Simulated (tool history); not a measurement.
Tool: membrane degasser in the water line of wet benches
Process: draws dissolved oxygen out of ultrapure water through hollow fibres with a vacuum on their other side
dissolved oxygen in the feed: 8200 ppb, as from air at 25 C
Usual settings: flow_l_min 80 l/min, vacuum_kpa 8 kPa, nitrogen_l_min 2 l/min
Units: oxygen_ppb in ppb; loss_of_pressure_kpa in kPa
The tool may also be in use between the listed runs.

run 1 hour=0 | flow_l_min=80 vacuum_kpa=8 nitrogen_l_min=2 | oxygen_ppb=426.3 loss_of_pressure_kpa=58.86
-- hour=23.5 vacuum gauge calibrated
run 2 hour=325.9 | flow_l_min=80 vacuum_kpa=8 nitrogen_l_min=5.74 | oxygen_ppb=191.6 loss_of_pressure_kpa=59.06
run 3 hour=623.5 | flow_l_min=80 vacuum_kpa=8 nitrogen_l_min=5.74 | oxygen_ppb=190.5 loss_of_pressure_kpa=59.54
run 4 hour=813.4 | flow_l_min=80 vacuum_kpa=8 nitrogen_l_min=5.74 | oxygen_ppb=197 loss_of_pressure_kpa=59.52
-- hour=1131.9 vacuum gauge calibrated, once more
run 5 hour=1131.9 | flow_l_min=80 vacuum_kpa=8 nitrogen_l_min=5.74 | oxygen_ppb=171 loss_of_pressure_kpa=59.51
run 6 hour=1366.5 | flow_l_min=80 vacuum_kpa=8 nitrogen_l_min=5.74 | oxygen_ppb=174.3 loss_of_pressure_kpa=59.69
run 7 hour=1622.3 | flow_l_min=80 vacuum_kpa=8 nitrogen_l_min=5.74 | oxygen_ppb=175.4 loss_of_pressure_kpa=59.8
run 8 hour=1847.3 | flow_l_min=80 vacuum_kpa=8 nitrogen_l_min=2 | oxygen_ppb=388.7 loss_of_pressure_kpa=59.94
run 9 hour=2047.8 | flow_l_min=80 vacuum_kpa=8 nitrogen_l_min=2 | oxygen_ppb=397.2 loss_of_pressure_kpa=59.95
run 10 hour=2245.4 | flow_l_min=111 vacuum_kpa=8 nitrogen_l_min=2 | oxygen_ppb=525.6 loss_of_pressure_kpa=83.88
run 11 hour=2416.8 | flow_l_min=85 vacuum_kpa=8 nitrogen_l_min=2 | oxygen_ppb=411.6 loss_of_pressure_kpa=64.24
run 12 hour=2627.9 | flow_l_min=85 vacuum_kpa=8 nitrogen_l_min=2 | oxygen_ppb=425.9 loss_of_pressure_kpa=63.33
run 13 hour=2776.4 | flow_l_min=85 vacuum_kpa=8 nitrogen_l_min=1.65 | oxygen_ppb=482.2 loss_of_pressure_kpa=64.21
run 14 hour=3039 | flow_l_min=85 vacuum_kpa=8 nitrogen_l_min=1.65 | oxygen_ppb=495.6 loss_of_pressure_kpa=64.46
-- hour=3247.6 seals of the vacuum lines changed
run 15 hour=3355.8 | flow_l_min=85 vacuum_kpa=8 nitrogen_l_min=1.65 | oxygen_ppb=487 loss_of_pressure_kpa=64.31
run 16 hour=3552.3 | flow_l_min=85 vacuum_kpa=8 nitrogen_l_min=1.93 | oxygen_ppb=440.9 loss_of_pressure_kpa=64.45
run 17 hour=3830.3 | flow_l_min=85 vacuum_kpa=8 nitrogen_l_min=1.93 | oxygen_ppb=443.1 loss_of_pressure_kpa=64.83
-- hour=3962.2 membrane cartridge changed
run 18 hour=4055.6 | flow_l_min=62 vacuum_kpa=11.36 nitrogen_l_min=3.61 | oxygen_ppb=320.8 loss_of_pressure_kpa=43.49
run 19 hour=4210.1 | flow_l_min=69 vacuum_kpa=12.77 nitrogen_l_min=3.9 | oxygen_ppb=389 loss_of_pressure_kpa=48.3
run 20 hour=4551.6 | flow_l_min=80 vacuum_kpa=6.86 nitrogen_l_min=2.41 | oxygen_ppb=280.4 loss_of_pressure_kpa=55.89
run 21 hour=4708 | flow_l_min=80 vacuum_kpa=6.86 nitrogen_l_min=2.41 | oxygen_ppb=280.2 loss_of_pressure_kpa=55.95
run 22 hour=4945 | flow_l_min=104 vacuum_kpa=6.86 nitrogen_l_min=5.76 | oxygen_ppb=187.2 loss_of_pressure_kpa=73.09
run 23 hour=5108.9 | flow_l_min=80 vacuum_kpa=18 nitrogen_l_min=0.91 | oxygen_ppb=1833 loss_of_pressure_kpa=56.58

The next listed run, before its measurement:
run 24 hour=5259.1 | flow_l_min=80 vacuum_kpa=18 nitrogen_l_min=0.91 | oxygen_ppb=? loss_of_pressure_kpa=?

{"run 24": {"oxygen_ppb": 1800.6, "loss_of_pressure_kpa": 56.67}}
Without the tool's hidden state the same run would have given oxygen_ppb 1768.9 ppb, loss_of_pressure_kpa 56.14 kPa.
